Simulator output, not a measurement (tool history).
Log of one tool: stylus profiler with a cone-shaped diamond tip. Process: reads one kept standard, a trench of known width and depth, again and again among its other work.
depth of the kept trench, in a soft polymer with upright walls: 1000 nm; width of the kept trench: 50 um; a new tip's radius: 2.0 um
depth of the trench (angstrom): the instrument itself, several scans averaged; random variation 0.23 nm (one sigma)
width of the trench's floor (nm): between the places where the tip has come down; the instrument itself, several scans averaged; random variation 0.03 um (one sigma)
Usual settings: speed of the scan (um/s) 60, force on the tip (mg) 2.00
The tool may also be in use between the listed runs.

| run | hour | speed of the scan (um/s) | force on the tip (mg) | depth of the trench (angstrom) | width of the trench's floor (nm) |
|---|---|---|---|---|---|
| 1 | 0.0 | 60 | 2.00 | 10087.3 | 46200 |
| 2 | 21.2 | 60 | 2.00 | 10082.5 | 46160 |
| 3 | 38.1 | 60 | 2.00 | 10084.7 | 46170 |
| 4 | 61.7 | 60 | 2.00 | 10085.2 | 46200 |
| 5 | 84.5 | 57 | 2.00 | 10083.1 | 46210 |
| 6 | 97.3 | 102 | 3.34 | 10121.6 | 46110 |
| 7 | 122.1 | 102 | 3.34 | 10120.7 | 46100 |
| 8 | 147.3 | 102 | 3.34 | 10120.6 | 46040 |
| 9 | 164.7 | 191 | 2.17 | 10092.4 | 45490 |
| 10 | 186.4 | 187 | 2.25 | 10096.7 | 45500 |

Forecast each of these 4 alternatives for the next run:
| A | 203.2 | 17 | 2.25 | ? | ? |
| B | 203.2 | 18 | 2.73 | ? | ? |
| C | 203.2 | 80 | 1.81 | ? | ? |
| D | 203.2 | 110 | 5.58 | ? | ? |

| run | depth of the trench (angstrom) | width of the trench's floor (nm) |
|---|---|---|
| A | 10091.4 | 46460 |
| B | 10102.9 | 46420 |
| C | 10081.9 | 46030 |
| D | 10168.6 | 46130 |
Without the tool's hidden state the same runs would have given:
| run | depth of the trench (angstrom) | width of the trench's floor (nm) |
|---|---|---|
| A | 10091.5 | 46470 |
| B | 10103.0 | 46430 |
| C | 10082.0 | 46040 |
| D | 10168.7 | 46130 |

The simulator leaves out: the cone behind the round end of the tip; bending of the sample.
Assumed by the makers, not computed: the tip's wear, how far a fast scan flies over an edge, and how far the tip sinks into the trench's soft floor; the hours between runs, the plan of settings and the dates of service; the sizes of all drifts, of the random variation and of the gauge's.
